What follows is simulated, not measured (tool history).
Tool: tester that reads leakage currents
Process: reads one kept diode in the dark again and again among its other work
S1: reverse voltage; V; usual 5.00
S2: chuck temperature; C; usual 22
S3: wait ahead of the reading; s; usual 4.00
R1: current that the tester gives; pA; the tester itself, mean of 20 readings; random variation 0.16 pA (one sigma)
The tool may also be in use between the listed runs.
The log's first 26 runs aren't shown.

run    hour     S1  S2    S3       R1
 27  1487.9   2.07  54  2.82   661.92
 28  1554.9   2.07  54  2.82   662.90
 29  1628.7   2.08  46  0.33   342.83
 30  1688.7   6.61  21  0.67    61.57
 31  1740.9   2.93  23  6.07    50.49
 32  1774.1   2.91  23  3.79    50.18
 33  1816.6   2.62  24  0.84    53.36
 34  1882.8   2.62  24  0.84    53.14
 35  1921.5   3.16  58  4.00  1005.23
 36  1988.8   1.74  21  3.46    34.44
 37  2051.9   2.03  51  4.00   498.13
     2100.4  -- probe card cleaned and baked
 38  2120.3  19.11  51  1.04   966.53
 39  2161.1  12.75  33  0.52   185.12
 40  2225.9   5.00  22  7.13    46.94

Forecast each of these 3 alternatives for the next run:
  A  2268.3  4.16  22  4.00   ?
  B  2268.3  4.56  42  4.00   ?
  C  2268.3  6.48  25  5.05   ?

run      R1
  A   44.16
  B  291.05
  C   68.28
Without the tool's hidden state the same runs would have given:
run      R1
  A   49.13
  B  322.29
  C   75.81
